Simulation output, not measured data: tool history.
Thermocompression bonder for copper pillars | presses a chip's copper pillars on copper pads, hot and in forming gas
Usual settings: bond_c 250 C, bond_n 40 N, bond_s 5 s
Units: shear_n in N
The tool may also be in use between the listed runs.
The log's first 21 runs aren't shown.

Run 22, hour 453.4: usual settings but bond_n 51 N, bond_s 9 s. Result: shear_n 78 N.
Run 23, hour 483.3: usual settings but bond_n 51 N, bond_s 9 s. Result: shear_n 78 N.
Run 24, hour 510.9: usual settings but bond_c 251 C, bond_n 41 N, bond_s 4 s. Result: shear_n 48.4 N.
Run 25, hour 533.6: usual settings but bond_n 33 N, bond_s 11 s. Result: shear_n 58.6 N.
Run 26, hour 554.1: usual settings but bond_n 33 N, bond_s 11 s. Result: shear_n 58.6 N.
Run 27, hour 576: usual settings but bond_n 33 N, bond_s 11 s. Result: shear_n 58.5 N.
Run 28, hour 604.4: usual settings but bond_c 242 C, bond_n 28 N, bond_s 9 s. Result: shear_n 42.4 N.
Run 29, hour 619.1: usual settings but bond_c 272 C, bond_n 36 N, bond_s 8 s. Result: shear_n 69 N.
Run 30, hour 634.5: usual settings but bond_c 242 C, bond_n 33 N. Result: shear_n 39.5 N.
At hour 644.6: forming gas filter changed.
Run 31, hour 652.2: usual settings but bond_c 242 C, bond_n 43 N. Result: shear_n 50.4 N.

The next listed run, before its measurement:
Run 32, hour 668.3: usual settings. Result: shear_n ?.

{"run 32": {"shear_n": 52.5}}
Without the tool's hidden state the same run would have given shear_n 52.5 N.
